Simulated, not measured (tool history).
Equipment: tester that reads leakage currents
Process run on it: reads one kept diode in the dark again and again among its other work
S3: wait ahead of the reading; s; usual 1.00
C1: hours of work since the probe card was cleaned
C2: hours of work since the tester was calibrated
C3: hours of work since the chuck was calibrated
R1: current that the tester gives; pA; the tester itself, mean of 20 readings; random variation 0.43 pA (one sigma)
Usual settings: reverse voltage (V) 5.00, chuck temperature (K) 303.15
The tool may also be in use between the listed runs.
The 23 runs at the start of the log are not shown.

{"run": 24, "hour": 1365.4, "reverse voltage (V)": 5.0, "chuck temperature (K)": 300.15, "S3": 5.25, "C1": 393, "C2": 1970, "C3": 337, "R1": 113.17}
{"run": 25, "hour": 1411.1, "reverse voltage (V)": 5.0, "chuck temperature (K)": 298.15, "S3": 0.34, "C1": 429, "C2": 2005, "C3": 373, "R1": 98.75}
{"run": 26, "hour": 1481.0, "reverse voltage (V)": 7.91, "chuck temperature (K)": 303.15, "S3": 0.33, "C1": 483, "C2": 2060, "C3": 427, "R1": 184.38}
{"run": 27, "hour": 1556.3, "reverse voltage (V)": 7.91, "chuck temperature (K)": 303.15, "S3": 0.33, "C1": 541, "C2": 2118, "C3": 485, "R1": 185.23}
{"run": 28, "hour": 1604.2, "reverse voltage (V)": 19.34, "chuck temperature (K)": 303.15, "S3": 0.33, "C1": 579, "C2": 2155, "C3": 523, "R1": 311.89}
{"run": 29, "hour": 1644.2, "reverse voltage (V)": 2.33, "chuck temperature (K)": 303.15, "S3": 3.08, "C1": 610, "C2": 2187, "C3": 554, "R1": 90.4}
{"hour": 1707.5, "done": "chuck's temperature calibrated"}
{"run": 30, "hour": 1720.4, "reverse voltage (V)": 11.14, "chuck temperature (K)": 309.15, "S3": 2.22, "C1": 667, "C2": 2244, "C3": 10, "R1": 343.5}
{"run": 31, "hour": 1769.2, "reverse voltage (V)": 11.14, "chuck temperature (K)": 309.15, "S3": 2.56, "C1": 705, "C2": 2282, "C3": 48, "R1": 341.75}
{"run": 32, "hour": 1817.4, "reverse voltage (V)": 2.24, "chuck temperature (K)": 298.15, "S3": 9.74, "C1": 743, "C2": 2320, "C3": 85, "R1": 61.88}
{"run": 33, "hour": 1872.4, "reverse voltage (V)": 5.0, "chuck temperature (K)": 324.15, "S3": 1.0, "C1": 785, "C2": 2362, "C3": 128, "R1": 573.38}
{"run": 34, "hour": 1939.2, "reverse voltage (V)": 7.25, "chuck temperature (K)": 307.15, "S3": 0.33, "C1": 837, "C2": 2414, "C3": 180, "R1": 232.66}
{"run": 35, "hour": 2002.4, "reverse voltage (V)": 7.25, "chuck temperature (K)": 307.15, "S3": 0.33, "C1": 886, "C2": 2463, "C3": 229, "R1": 233.1}
{"run": 36, "hour": 2052.0, "reverse voltage (V)": 5.0, "chuck temperature (K)": 328.15, "S3": 1.0, "C1": 925, "C2": 2502, "C3": 268, "R1": 735.39}
{"run": 37, "hour": 2121.6, "reverse voltage (V)": 1.58, "chuck temperature (K)": 322.15, "S3": 0.79, "C1": 979, "C2": 2556, "C3": 322, "R1": 258.07}
{"run": 38, "hour": 2170.9, "reverse voltage (V)": 9.93, "chuck temperature (K)": 308.15, "S3": 4.03, "C1": 1017, "C2": 2594, "C3": 360, "R1": 300.0}
{"run": 39, "hour": 2223.5, "reverse voltage (V)": 9.93, "chuck temperature (K)": 308.15, "S3": 4.03, "C1": 1058, "C2": 2635, "C3": 401, "R1": 300.13}

Branching from run 39: 3 alternative next runs. What would each branch give?
{"run": "A", "hour": 2289.4, "reverse voltage (V)": 5.0, "chuck temperature (K)": 305.15, "S3": 1.94, "C1": 1109, "C2": 2686, "C3": 452, "R1": "?"}
{"run": "B", "hour": 2289.4, "reverse voltage (V)": 3.84, "chuck temperature (K)": 306.15, "S3": 1.0, "C1": 1109, "C2": 2686, "C3": 452, "R1": "?"}
{"run": "C", "hour": 2289.4, "reverse voltage (V)": 6.61, "chuck temperature (K)": 308.15, "S3": 4.03, "C1": 1109, "C2": 2686, "C3": 452, "R1": "?"}

run=A R1=161.77
run=B R1=149.56
run=C R1=235.76
Take away the tool's hidden state, keep each run's random variation, and the runs would have read:
run=A R1=162.08
run=B R1=149.86
run=C R1=236.21

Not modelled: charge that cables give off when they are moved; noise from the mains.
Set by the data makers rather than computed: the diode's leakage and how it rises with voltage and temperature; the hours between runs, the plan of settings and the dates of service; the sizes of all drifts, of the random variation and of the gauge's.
